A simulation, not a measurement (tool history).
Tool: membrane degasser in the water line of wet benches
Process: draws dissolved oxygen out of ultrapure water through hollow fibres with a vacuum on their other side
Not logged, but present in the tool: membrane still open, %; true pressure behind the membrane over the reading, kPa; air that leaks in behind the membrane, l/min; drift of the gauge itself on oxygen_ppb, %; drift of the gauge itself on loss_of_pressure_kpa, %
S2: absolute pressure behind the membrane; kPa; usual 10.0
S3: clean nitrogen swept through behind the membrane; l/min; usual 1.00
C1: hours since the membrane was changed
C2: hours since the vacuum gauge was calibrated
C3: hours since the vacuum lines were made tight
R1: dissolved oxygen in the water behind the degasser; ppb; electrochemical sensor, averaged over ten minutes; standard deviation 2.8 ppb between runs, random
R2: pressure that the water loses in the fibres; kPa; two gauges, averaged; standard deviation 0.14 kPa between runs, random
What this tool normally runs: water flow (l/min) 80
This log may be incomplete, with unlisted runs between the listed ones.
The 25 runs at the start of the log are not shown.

run 26 hour=1363.8 | water_flow_(l/min)=80 S2=6.1 S3=1.00 | C1=2439 C2=3932 C3=3843 | R1=416.7 R2=31.69
run 27 hour=1424.2 | water_flow_(l/min)=117 S2=10.0 S3=0.99 | C1=2499 C2=3992 C3=3904 | R1=1125.9 R2=46.37
run 28 hour=1463.1 | water_flow_(l/min)=82 S2=20.9 S3=2.08 | C1=2538 C2=4031 C3=3943 | R1=1249.9 R2=32.62
run 29 hour=1529.0 | water_flow_(l/min)=48 S2=11.5 S3=0.69 | C1=2604 C2=4097 C3=4009 | R1=957.2 R2=19.10
run 30 hour=1564.4 | water_flow_(l/min)=48 S2=11.5 S3=0.69 | C1=2639 C2=4132 C3=4044 | R1=960.4 R2=18.98
run 31 hour=1627.9 | water_flow_(l/min)=49 S2=12.2 S3=1.35 | C1=2703 C2=4196 C3=4108 | R1=649.0 R2=19.54
run 32 hour=1688.6 | water_flow_(l/min)=85 S2=16.4 S3=1.35 | C1=2764 C2=4256 C3=4168 | R1=1343.3 R2=33.80
run 33 hour=1722.8 | water_flow_(l/min)=106 S2=14.8 S3=0.61 | C1=2798 C2=4291 C3=4202 | R1=2126.6 R2=41.96

Alternative continuations, all from the tool just after run 33; predict every row:
run A hour=1776.1 | water_flow_(l/min)=72 S2=15.4 S3=2.60 | C1=2851 C2=4344 C3=4256 | R1=? R2=?
run B hour=1776.1 | water_flow_(l/min)=80 S2=10.0 S3=2.28 | C1=2851 C2=4344 C3=4256 | R1=? R2=?
run C hour=1776.1 | water_flow_(l/min)=106 S2=16.0 S3=0.61 | C1=2851 C2=4344 C3=4256 | R1=? R2=?

run=A R1=691.4 R2=28.61
run=B R1=494.0 R2=31.65
run=C R1=2300.5 R2=42.11
Without the tool's hidden state the same runs would have given:
run=A R1=671.0 R2=28.02
run=B R1=469.1 R2=31.00
run=C R1=2257.1 R2=41.24
